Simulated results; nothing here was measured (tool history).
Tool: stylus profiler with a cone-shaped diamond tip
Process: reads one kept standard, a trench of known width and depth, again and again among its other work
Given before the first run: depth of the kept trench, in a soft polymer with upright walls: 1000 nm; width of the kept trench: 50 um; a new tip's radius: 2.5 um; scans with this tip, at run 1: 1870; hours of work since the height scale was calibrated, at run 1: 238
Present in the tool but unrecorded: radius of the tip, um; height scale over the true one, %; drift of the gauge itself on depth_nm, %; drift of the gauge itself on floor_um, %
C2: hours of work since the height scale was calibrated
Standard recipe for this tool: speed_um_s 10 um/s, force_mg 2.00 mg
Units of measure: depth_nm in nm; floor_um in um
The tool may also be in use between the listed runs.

{"run": 1, "hour": 0.0, "speed_um_s": 10, "force_mg": 2.0, "scans with this tip": 1870, "C2": 238, "depth_nm": 1013.08, "floor_um": 45.99}
{"run": 2, "hour": 29.4, "speed_um_s": 10, "force_mg": 2.0, "scans with this tip": 1964, "C2": 249, "depth_nm": 1012.66, "floor_um": 45.95}
{"run": 3, "hour": 52.8, "speed_um_s": 10, "force_mg": 2.0, "scans with this tip": 2038, "C2": 259, "depth_nm": 1012.76, "floor_um": 45.98}
{"run": 4, "hour": 77.5, "speed_um_s": 10, "force_mg": 3.67, "scans with this tip": 2117, "C2": 269, "depth_nm": 1019.58, "floor_um": 46.04}
{"run": 5, "hour": 92.3, "speed_um_s": 15, "force_mg": 3.67, "scans with this tip": 2164, "C2": 275, "depth_nm": 1019.81, "floor_um": 45.95}
{"run": 6, "hour": 111.5, "speed_um_s": 10, "force_mg": 2.0, "scans with this tip": 2226, "C2": 283, "depth_nm": 1013.02, "floor_um": 45.96}
{"run": 7, "hour": 136.7, "speed_um_s": 10, "force_mg": 2.0, "scans with this tip": 2306, "C2": 293, "depth_nm": 1012.66, "floor_um": 45.99}
{"run": 8, "hour": 152.2, "speed_um_s": 10, "force_mg": 2.0, "scans with this tip": 2356, "C2": 299, "depth_nm": 1013.21, "floor_um": 45.95}
{"run": 9, "hour": 185.5, "speed_um_s": 10, "force_mg": 2.0, "scans with this tip": 2462, "C2": 313, "depth_nm": 1013.01, "floor_um": 46.02}
{"run": 10, "hour": 201.5, "speed_um_s": 10, "force_mg": 2.0, "scans with this tip": 2513, "C2": 319, "depth_nm": 1013.07, "floor_um": 45.93}
{"run": 11, "hour": 218.6, "speed_um_s": 22, "force_mg": 2.0, "scans with this tip": 2568, "C2": 326, "depth_nm": 1013.09, "floor_um": 45.97}
{"run": 12, "hour": 252.6, "speed_um_s": 22, "force_mg": 2.0, "scans with this tip": 2676, "C2": 340, "depth_nm": 1013.09, "floor_um": 45.98}
{"run": 13, "hour": 278.3, "speed_um_s": 10, "force_mg": 4.02, "scans with this tip": 2758, "C2": 350, "depth_nm": 1020.65, "floor_um": 45.95}
{"run": 14, "hour": 312.4, "speed_um_s": 10, "force_mg": 4.02, "scans with this tip": 2867, "C2": 364, "depth_nm": 1021.24, "floor_um": 45.97}
{"run": 15, "hour": 336.0, "speed_um_s": 19, "force_mg": 2.0, "scans with this tip": 2943, "C2": 374, "depth_nm": 1013.14, "floor_um": 45.9}
{"run": 16, "hour": 360.7, "speed_um_s": 7, "force_mg": 1.54, "scans with this tip": 3021, "C2": 384, "depth_nm": 1011.01, "floor_um": 46.0}
{"run": 17, "hour": 391.3, "speed_um_s": 25, "force_mg": 1.95, "scans with this tip": 3119, "C2": 396, "depth_nm": 1013.17, "floor_um": 45.92}
{"run": 18, "hour": 417.9, "speed_um_s": 36, "force_mg": 4.09, "scans with this tip": 3204, "C2": 407, "depth_nm": 1021.27, "floor_um": 45.95}
{"run": 19, "hour": 448.1, "speed_um_s": 36, "force_mg": 4.09, "scans with this tip": 3300, "C2": 419, "depth_nm": 1021.15, "floor_um": 45.94}
{"run": 20, "hour": 464.2, "speed_um_s": 2, "force_mg": 2.85, "scans with this tip": 3352, "C2": 426, "depth_nm": 1016.82, "floor_um": 46.03}
{"run": 21, "hour": 481.6, "speed_um_s": 2, "force_mg": 2.85, "scans with this tip": 3407, "C2": 433, "depth_nm": 1016.49, "floor_um": 46.01}
{"run": 22, "hour": 513.9, "speed_um_s": 35, "force_mg": 4.87, "scans with this tip": 3510, "C2": 446, "depth_nm": 1023.52, "floor_um": 45.94}
{"run": 23, "hour": 546.5, "speed_um_s": 13, "force_mg": 3.06, "scans with this tip": 3614, "C2": 459, "depth_nm": 1017.22, "floor_um": 45.99}
{"run": 24, "hour": 565.0, "speed_um_s": 13, "force_mg": 3.06, "scans with this tip": 3673, "C2": 467, "depth_nm": 1017.44, "floor_um": 45.96}
{"run": 25, "hour": 581.1, "speed_um_s": 17, "force_mg": 0.72, "scans with this tip": 3725, "C2": 473, "depth_nm": 1006.56, "floor_um": 45.98}
{"run": 26, "hour": 605.4, "speed_um_s": 19, "force_mg": 1.73, "scans with this tip": 3802, "C2": 483, "depth_nm": 1011.73, "floor_um": 45.94}
{"run": 27, "hour": 631.2, "speed_um_s": 19, "force_mg": 0.89, "scans with this tip": 3885, "C2": 493, "depth_nm": 1007.91, "floor_um": 45.91}
{"run": 28, "hour": 659.0, "speed_um_s": 19, "force_mg": 0.89, "scans with this tip": 3974, "C2": 505, "depth_nm": 1007.57, "floor_um": 45.91}
{"run": 29, "hour": 676.1, "speed_um_s": 8, "force_mg": 4.9, "scans with this tip": 4028, "C2": 512, "depth_nm": 1024.25, "floor_um": 46.05}
{"run": 30, "hour": 696.9, "speed_um_s": 6, "force_mg": 0.69, "scans with this tip": 4094, "C2": 520, "depth_nm": 1006.27, "floor_um": 45.97}

5 ways to go on from here, each from the tool as it stands after run 30. What would each give?
{"run": "A", "hour": 721.9, "speed_um_s": 4, "force_mg": 1.06, "scans with this tip": 4174, "C2": 530, "depth_nm": "?", "floor_um": "?"}
{"run": "B", "hour": 721.9, "speed_um_s": 3, "force_mg": 3.05, "scans with this tip": 4174, "C2": 530, "depth_nm": "?", "floor_um": "?"}
{"run": "C", "hour": 721.9, "speed_um_s": 27, "force_mg": 3.38, "scans with this tip": 4174, "C2": 530, "depth_nm": "?", "floor_um": "?"}
{"run": "D", "hour": 721.9, "speed_um_s": 33, "force_mg": 0.69, "scans with this tip": 4174, "C2": 530, "depth_nm": "?", "floor_um": "?"}
{"run": "E", "hour": 721.9, "speed_um_s": 6, "force_mg": 4.66, "scans with this tip": 4174, "C2": 530, "depth_nm": "?", "floor_um": "?"}

run=A depth_nm=1008.46 floor_um=45.95
run=B depth_nm=1017.66 floor_um=45.97
run=C depth_nm=1018.62 floor_um=45.98
run=D depth_nm=1006.43 floor_um=45.86
run=E depth_nm=1023.51 floor_um=46.02
Without the tool's unlogged condition, the same runs would have read:
run=A depth_nm=1008.47 floor_um=45.96
run=B depth_nm=1017.67 floor_um=45.98
run=C depth_nm=1018.63 floor_um=45.99
run=D depth_nm=1006.44 floor_um=45.87
run=E depth_nm=1023.52 floor_um=46.03
